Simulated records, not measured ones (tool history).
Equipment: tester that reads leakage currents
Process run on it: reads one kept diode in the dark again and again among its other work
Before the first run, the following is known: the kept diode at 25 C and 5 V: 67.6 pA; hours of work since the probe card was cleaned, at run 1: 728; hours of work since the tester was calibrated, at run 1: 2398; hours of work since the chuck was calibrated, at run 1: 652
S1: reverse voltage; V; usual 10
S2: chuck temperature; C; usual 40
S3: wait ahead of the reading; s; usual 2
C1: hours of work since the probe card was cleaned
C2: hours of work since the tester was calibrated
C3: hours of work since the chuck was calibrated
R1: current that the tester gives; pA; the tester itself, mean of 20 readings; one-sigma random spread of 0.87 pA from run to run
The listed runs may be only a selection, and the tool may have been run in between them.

Run 1, hour 0: usual settings; C1 728; C2 2398; C3 652. Result: R1 275.18 pA.
Run 2, hour 103.5: usual settings but S3 0.67 s; C1 790; C2 2460; C3 714. Result: R1 275.21 pA.
Run 3, hour 158.1: usual settings but S3 0.67 s; C1 823; C2 2493; C3 747. Result: R1 274.23 pA.
Run 4, hour 253.4: usual settings but S3 0.67 s; C1 881; C2 2551; C3 804. Result: R1 274.03 pA.
Run 5, hour 353.6: usual settings but S3 0.67 s; C1 941; C2 2611; C3 865. Result: R1 272 pA.
Run 6, hour 411.7: usual settings but S3 0.67 s; C1 976; C2 2646; C3 899. Result: R1 273.03 pA.
Run 7, hour 485.4: usual settings but S3 0.67 s; C1 1020; C2 2690; C3 944. Result: R1 271.44 pA.
Run 8, hour 546.9: usual settings but S3 0.67 s; C1 1057; C2 2727; C3 981. Result: R1 269.3 pA.
Run 9, hour 627.2: usual settings but S1 3.3 V; C1 1106; C2 2776; C3 1029. Result: R1 169.64 pA.
Run 10, hour 715.1: usual settings but S1 3.3 V; C1 1159; C2 2829; C3 1082. Result: R1 169.73 pA.
Run 11, hour 768.5: usual settings; C1 1191; C2 2861; C3 1114. Result: R1 266.48 pA.
Run 12, hour 865.6: usual settings; C1 1249; C2 2919; C3 1173. Result: R1 265.23 pA.
Run 13, hour 948.6: usual settings but S3 3.7 s; C1 1299; C2 2969; C3 1223. Result: R1 264.66 pA.
Run 14, hour 1042.5: usual settings but S3 3.7 s; C1 1356; C2 3026; C3 1279. Result: R1 263.83 pA.
Run 15, hour 1114.9: usual settings; C1 1399; C2 3070; C3 1323. Result: R1 261.25 pA.
Run 16, hour 1215.8: usual settings; C1 1460; C2 3130; C3 1384. Result: R1 261.12 pA.
Run 17, hour 1282.2: usual settings but S1 2.5 V; C1 1500; C2 3170; C3 1424. Result: R1 147.57 pA.
Run 18, hour 1325.5: usual settings but S1 2.5 V; C1 1526; C2 3196; C3 1450. Result: R1 146.8 pA.
Run 19, hour 1383.3: usual settings; C1 1561; C2 3231; C3 1485. Result: R1 259.35 pA.
Run 20, hour 1472: usual settings; C1 1615; C2 3285; C3 1538. Result: R1 259.45 pA.
Run 21, hour 1561.9: usual settings but S1 19.3 V, S2 37 C; C1 1669; C2 3339; C3 1592. Result: R1 273.16 pA.
Run 22, hour 1626: usual settings but S1 1.6 V, S3 0.43 s; C1 1707; C2 3377; C3 1631. Result: R1 121.03 pA.
Run 23, hour 1692.1: usual settings but S1 11.6 V, S2 21 C, S3 1.9 s; C1 1747; C2 3417; C3 1671. Result: R1 67.14 pA.
Run 24, hour 1797: usual settings but S1 3.6 V; C1 1810; C2 3480; C3 1734. Result: R1 166.78 pA.
Run 25, hour 1843.3: usual settings but S2 33 C; C1 1838; C2 3508; C3 1762. Result: R1 152.38 pA.
Run 26, hour 1920.2: usual settings but S1 2.7 V, S3 5.23 s; C1 1885; C2 3555; C3 1808. Result: R1 146.4 pA.
Run 27, hour 1996.9: usual settings but S1 2.7 V, S2 57 C, S3 0.38 s; C1 1931; C2 3601; C3 1854. Result: R1 490.97 pA.
Run 28, hour 2046.5: usual settings but S1 1.3 V, S2 25 C, S3 0.36 s; C1 1961; C2 3631; C3 1884. Result: R1 34.27 pA.
Run 29, hour 2132.8: usual settings but S1 2.6 V, S2 25 C, S3 0.36 s; C1 2013; C2 3683; C3 1936. Result: R1 46.43 pA.
Run 30, hour 2221.2: usual settings but S1 2.6 V, S2 25 C, S3 0.36 s; C1 2066; C2 3736; C3 1989. Result: R1 46.24 pA.
Run 31, hour 2319.7: usual settings but S1 16.1 V, S2 26 C; C1 2125; C2 3795; C3 2049. Result: R1 112.11 pA.
Run 32, hour 2393.5: usual settings but S1 1.8 V, S2 56 C, S3 2.91 s; C1 2170; C2 3840; C3 2093. Result: R1 383.79 pA.
Run 33, hour 2479.8: usual settings but S1 2.1 V, S2 50 C; C1 2222; C2 3892; C3 2145. Result: R1 268.76 pA.
At hour 2570.5: chuck's temperature calibrated.
Run 34, hour 2570.5: usual settings but S1 12.3 V, S3 5.1 s; C1 2275; C2 3945; C3 0. Result: R1 324.05 pA.
Run 35, hour 2652.8: usual settings but S1 1.8 V, S2 54 C, S3 2.89 s; C1 2325; C2 3995; C3 50. Result: R1 391.23 pA.
Run 36, hour 2721.4: usual settings but S1 1.8 V, S2 54 C, S3 2.89 s; C1 2366; C2 4036; C3 91. Result: R1 390.28 pA.
Run 37, hour 2772.6: usual settings but S1 1.8 V, S2 54 C, S3 2.89 s; C1 2397; C2 4067; C3 122. Result: R1 389.88 pA.
Run 38, hour 2860.6: usual settings but S1 1.7 V, S2 26 C, S3 1.1 s; C1 2450; C2 4120; C3 175. Result: R1 48.29 pA.
Run 39, hour 2915.6: usual settings but S1 1.7 V, S2 26 C, S3 1.1 s; C1 2483; C2 4153; C3 208. Result: R1 48.52 pA.

Take each entry between the runs: how does the hidden state at the last listed run before it differ from the hidden state at the first listed run after it?
From run 33 to run 34: chuck's temperature calibrated (hour 2570.5)
  stray current of the dirty probe card, pA a volt: 0.949 -> 0.971; current scale over the true one, %: -0.76 -> -0.77; true chuck temperature over the reading, C: -2.4 -> 0.02
  what was measured, less what the result would be without the hidden state, R1: -49.67 -> +9.74 pA
